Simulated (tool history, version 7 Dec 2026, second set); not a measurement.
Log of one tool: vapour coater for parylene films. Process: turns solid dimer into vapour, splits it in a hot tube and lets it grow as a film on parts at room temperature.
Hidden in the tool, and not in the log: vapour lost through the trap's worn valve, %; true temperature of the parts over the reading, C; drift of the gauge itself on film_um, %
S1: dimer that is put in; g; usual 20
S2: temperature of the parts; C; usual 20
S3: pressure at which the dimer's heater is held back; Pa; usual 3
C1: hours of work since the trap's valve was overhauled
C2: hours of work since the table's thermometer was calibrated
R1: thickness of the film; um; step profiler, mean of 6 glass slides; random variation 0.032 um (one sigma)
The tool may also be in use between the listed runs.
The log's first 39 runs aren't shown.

Run 40, day 21.133: usual settings but S1 10 g, S2 24 C, S3 6.58 Pa; C1 398; C2 835. Result: R1 1 um.
Run 41, day 21.8: usual settings but S1 28 g, S2 13 C, S3 3.63 Pa; C1 410; C2 847. Result: R1 5.25 um.
Run 42, day 22.108: usual settings but S1 11 g, S2 18 C, S3 2.96 Pa; C1 416; C2 852. Result: R1 1.65 um.
Run 43, day 22.712: usual settings but S2 30 C, S3 7.17 Pa; C1 426; C2 863. Result: R1 1.44 um.
Run 44, day 23.217: usual settings but S2 30 C, S3 7.17 Pa; C1 435; C2 871. Result: R1 1.47 um.
Run 45, day 23.721: usual settings but S1 11 g, S3 9.28 Pa; C1 444; C2 880. Result: R1 1.26 um.
At day 24.192: trap's valve overhauled.
Run 46, day 24.279: usual settings but S1 11 g, S3 9.28 Pa; C1 2; C2 887. Result: R1 1.38 um.
Run 47, day 24.858: usual settings but S1 11 g, S3 7.63 Pa; C1 12; C2 897. Result: R1 1.48 um.

3 ways to go on from here, each from the tool as it stands after run 47. What would each give?
Run A, day 25.25: usual settings but S1 18 g, S2 14 C, S3 4.3 Pa; C1 19; C2 904. Result: R1 ?.
Run B, day 25.25: usual settings but S1 30 g; C1 19; C2 904. Result: R1 ?.
Run C, day 25.25: usual settings but S1 13 g, S2 23 C, S3 9.45 Pa; C1 19; C2 904. Result: R1 ?.

run    R1
  A   3.5
  B  4.66
  C  1.46
Without the tool's hidden state the same runs would have given:
run    R1
  A  3.63
  B  4.82
  C  1.51
